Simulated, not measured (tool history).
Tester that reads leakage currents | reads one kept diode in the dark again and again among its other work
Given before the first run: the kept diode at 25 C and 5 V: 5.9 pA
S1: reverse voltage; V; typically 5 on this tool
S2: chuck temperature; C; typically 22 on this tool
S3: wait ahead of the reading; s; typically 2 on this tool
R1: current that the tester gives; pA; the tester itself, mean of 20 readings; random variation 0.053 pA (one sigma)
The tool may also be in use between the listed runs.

| run | hour | S1 | S2 | S3 | R1 |
|---|---|---|---|---|---|
| 1 | 0 | 5 | 22 | 2 | 6.64 |
| 2 | 25.9 | 5 | 22 | 2 | 6.71 |
| 3 | 52.9 | 3.33 | 22 | 2 | 5.14 |
| 4 | 94.7 | 5 | 33 | 2 | 13.67 |
| 5 | 146.8 | 5 | 22 | 2.48 | 6.62 |
| 6 | 198 | 5 | 22 | 2.48 | 6.71 |
| 7 | 224.7 | 5 | 22 | 2.48 | 6.68 |
| 8 | 262.2 | 5 | 22 | 0.5 | 9.87 |
| 9 | 315.8 | 5 | 22 | 2 | 6.91 |
| 10 | 374.6 | 5 | 26 | 2 | 8.8 |
| 11 | 430.5 | 5 | 52 | 2 | 51.69 |
| 12 | 472.2 | 3.48 | 22 | 2 | 5.6 |
| 13 | 512.8 | 3.48 | 22 | 2 | 5.66 |
| 14 | 554.5 | 5 | 22 | 2 | 7.23 |
| 15 | 592.8 | 5 | 22 | 2 | 7.33 |
| 16 | 621 | 5 | 22 | 2 | 7.31 |
| 17 | 676.4 | 5 | 22 | 2 | 7.37 |
| 18 | 701.8 | 5 | 22 | 2 | 7.17 |
| 19 | 748.9 | 1.28 | 28 | 2 | 4.51 |
| 20 | 788.9 | 9.64 | 39 | 3.22 | 29.73 |
| 21 | 823 | 9.64 | 35 | 0.51 | 29.68 |
| 22 | 856.8 | 9.64 | 35 | 0.51 | 29.45 |
| 23 | 901.4 | 11.68 | 53 | 6.52 | 84.13 |
| 24 | 963.5 | 11.68 | 53 | 6.52 | 83.66 |
| 25 | 1002.6 | 11.68 | 53 | 6.52 | 83.74 |
| 26 | 1057 | 5 | 38 | 2 | 19.84 |
| 27 | 1086.1 | 8.08 | 58 | 8.61 | 96.92 |
| 28 | 1136.8 | 8.08 | 58 | 0.37 | 105.7 |
| 29 | 1186.4 | 19.26 | 22 | 7.74 | 19.54 |
| 30 | 1213.6 | 8.21 | 25 | 1.31 | 13.91 |
| 31 | 1276.1 | 8.21 | 25 | 1.31 | 14.05 |
| 32 | 1318.5 | 8.21 | 25 | 1.31 | 14.16 |
| 33 | 1369.9 | 2.35 | 56 | 1.07 | 46.12 |
| 34 | 1425.8 | 5 | 22 | 0.54 | 10.82 |
| 35 | 1478.4 | 10.45 | 46 | 0.45 | 58.61 |

Results per run with the tool's hidden condition removed, run-to-run variation unchanged:
The tool's hidden condition here consists of: stray current of the dirty probe card, pA a volt; current scale over the true one, %; true chuck temperature over the reading, C; drift of the gauge itself on leakage_pa, %.
| run | R1 |
|---|---|
| 1 | 5.63 |
| 2 | 5.67 |
| 3 | 4.44 |
| 4 | 12.75 |
| 5 | 5.45 |
| 6 | 5.48 |
| 7 | 5.43 |
| 8 | 8.59 |
| 9 | 5.56 |
| 10 | 7.47 |
| 11 | 52.02 |
| 12 | 4.58 |
| 13 | 4.61 |
| 14 | 5.64 |
| 15 | 5.69 |
| 16 | 5.66 |
| 17 | 5.63 |
| 18 | 5.43 |
| 19 | 4.21 |
| 20 | 27.12 |
| 21 | 26.61 |
| 22 | 26.36 |
| 23 | 83.51 |
| 24 | 83.06 |
| 25 | 83.15 |
| 26 | 18.56 |
| 27 | 99.01 |
| 28 | 107.91 |
| 29 | 10.07 |
| 30 | 10.1 |
| 31 | 10.12 |
| 32 | 10.15 |
| 33 | 48.25 |
| 34 | 8.28 |
| 35 | 56.1 |
